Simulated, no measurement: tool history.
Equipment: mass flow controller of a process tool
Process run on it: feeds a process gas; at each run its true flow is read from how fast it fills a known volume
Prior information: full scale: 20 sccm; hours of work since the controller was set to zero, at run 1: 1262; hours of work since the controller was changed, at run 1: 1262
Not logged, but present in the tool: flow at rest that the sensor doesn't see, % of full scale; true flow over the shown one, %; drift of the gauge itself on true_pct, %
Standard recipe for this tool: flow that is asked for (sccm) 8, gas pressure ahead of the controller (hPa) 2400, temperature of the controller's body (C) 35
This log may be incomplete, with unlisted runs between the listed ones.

run	hour	flow that is asked for (sccm)	gas pressure ahead of the controller (hPa)	temperature of the controller's body (C)	hours of work since the controller was set to zero	hours of work since the controller was changed	true flow (%)
1	0.0	8	2400	35	1262	1262	101.44
2	52.3	8	2400	36	1297	1297	101.67
3	94.8	8	1830	35	1326	1326	101.23
4	148.5	8	2400	35	1362	1362	101.43
5	192.1	8	1910	35	1391	1391	101.44
6	257.0	8	1910	35	1435	1435	101.36
7	353.2	4	2400	35	1500	1500	101.78
8	412.6	4	2400	35	1540	1540	101.79
9	463.7	4	2400	35	1574	1574	102.02
10	539.8	4	2400	35	1626	1626	101.94
11	621.4	8	2400	35	1681	1681	101.71
12	715.1	8	2290	32	1744	1744	101.36
13	765.1	4	2400	38	1777	1777	102.38
14	812.5	9	2400	35	1809	1809	101.65
15	851.1	9	2400	35	1835	1835	101.68
16	902.7	8	2720	22	1870	1870	100.44
17	970.9	8	1530	29	1916	1916	100.92
18	1013.8	3	2090	39	1945	1945	102.76
19	1076.6	8	2400	30	1987	1987	101.25
20	1132.0	19	2210	21	2024	2024	100.44
21	1171.9	4	2210	23	2051	2051	101.02
22	1229.6	4	2210	23	2090	2090	101.09

3 ways to go on from here, each from the tool as it stands after run 22. What would each give?
A	1274.4	3	2170	21	2120	2120	?
B	1274.4	4	2630	27	2120	2120	?
C	1274.4	5	2210	23	2120	2120	?

run	true flow (%)
A	101.08
B	101.49
C	100.87
What these runs would have given with no unlogged condition in the tool:
run	true flow (%)
A	99.04
B	99.83
C	99.43
